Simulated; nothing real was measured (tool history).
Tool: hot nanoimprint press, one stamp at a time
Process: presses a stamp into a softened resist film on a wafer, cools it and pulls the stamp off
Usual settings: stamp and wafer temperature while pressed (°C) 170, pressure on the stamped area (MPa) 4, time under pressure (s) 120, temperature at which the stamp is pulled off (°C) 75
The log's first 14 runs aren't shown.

run,hour,stamp and wafer temperature while pressed (°C),pressure on the stamped area (MPa),time under pressure (s),temperature at which the stamp is pulled off (°C),hours of work since the thermocouple was calibrated,imprints on the stamp's release coat,hours of work since the press's seals were changed,resist left under the stamp's widest pad (nm),greatest force while the stamp is pulled off (N)
15,202.4,170,4,120,83,73,435,137,165.7,181
16,218.2,180,3.28,91,65,81,459,145,127.9,246
17,230.3,163,4.59,91,65,87,478,151,225.9,254
18,246.1,163,3.89,183,78,94,502,158,195.8,199
19,264.2,163,3.89,183,78,103,530,167,197,196
20,282.1,163,2.66,100,78,112,558,176,261.8,204
21,300.4,173,4,120,71,121,586,185,139.2,227
22,310.4,158,4,84,75,126,601,190,283,218
23,328.5,177,4,120,75,134,629,198,116.1,219
24,338.9,175,4,120,75,139,645,203,127.8,215
25,352.2,162,5.44,120,75,146,666,210,205.7,224
26,361.9,162,5.44,120,75,151,681,215,205.8,213
27,378.2,178,2.51,180,75,159,706,223,117.8,225
28,390.5,170,5.06,75,75,165,725,229,170.4,222
29,404.4,165,5.06,75,83,171,747,235,214.5,192

Run 30 comes next. What will it give?
30,423,165,5.06,75,83,180,775,244,?,?

{"run 30": {"resist left under the stamp's widest pad (nm)": 209.7, "greatest force while the stamp is pulled off (N)": 189}}
Without the tool's hidden state the same run would have given resist left under the stamp's widest pad (nm) 214.3, greatest force while the stamp is pulled off (N) 162.
